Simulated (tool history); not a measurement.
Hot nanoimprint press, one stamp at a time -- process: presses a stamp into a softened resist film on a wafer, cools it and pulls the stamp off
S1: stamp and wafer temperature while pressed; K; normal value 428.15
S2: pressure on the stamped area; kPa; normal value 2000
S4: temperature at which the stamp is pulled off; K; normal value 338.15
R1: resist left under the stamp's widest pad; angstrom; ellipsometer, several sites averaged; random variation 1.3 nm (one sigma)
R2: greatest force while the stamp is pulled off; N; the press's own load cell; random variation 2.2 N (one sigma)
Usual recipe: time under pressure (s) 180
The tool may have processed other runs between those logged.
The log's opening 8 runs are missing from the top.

Run 9, day 4.950: usual settings but time under pressure (s) 341. Result: R1 1730 angstrom, R2 134 N.
Run 10, day 5.583: usual settings but S4 330.15 K. Result: R1 2105 angstrom, R2 161 N.
Run 11, day 6.317: usual settings but S4 330.15 K. Result: R1 2113 angstrom, R2 165 N.
At day 6.729: stamp cleaned and given a new release coat.
Run 12, day 6.958: usual settings but S4 330.15 K. Result: R1 2129 angstrom, R2 118 N.
Run 13, day 7.283: usual settings but S4 330.15 K. Result: R1 2117 angstrom, R2 122 N.
Run 14, day 8.000: usual settings but time under pressure (s) 104. Result: R1 2435 angstrom, R2 105 N.
Run 15, day 8.750: usual settings but time under pressure (s) 104. Result: R1 2440 angstrom, R2 108 N.
Run 16, day 9.438: usual settings but S1 439.15 K, S2 2980 kPa, time under pressure (s) 345, S4 325.15 K. Result: R1 762 angstrom, R2 147 N.
Run 17, day 9.954: usual settings but S1 439.15 K, S2 2980 kPa, time under pressure (s) 345, S4 325.15 K. Result: R1 790 angstrom, R2 143 N.
Run 18, day 10.621: usual settings but S2 1380 kPa, time under pressure (s) 147. Result: R1 2579 angstrom, R2 117 N.
Run 19, day 10.988: usual settings but S2 2620 kPa. Result: R1 1899 angstrom, R2 118 N.

Run 20 comes next. What will it give?
Run 20, day 11.604: usual settings but S2 2740 kPa, time under pressure (s) 124, S4 344.15 K. Result: R1 ?, R2 ?.

Run 20 produced R1 2079 angstrom, R2 99 N.
Minus the tool's unlogged condition, the same run would have read R1 1958 angstrom, R2 81 N.

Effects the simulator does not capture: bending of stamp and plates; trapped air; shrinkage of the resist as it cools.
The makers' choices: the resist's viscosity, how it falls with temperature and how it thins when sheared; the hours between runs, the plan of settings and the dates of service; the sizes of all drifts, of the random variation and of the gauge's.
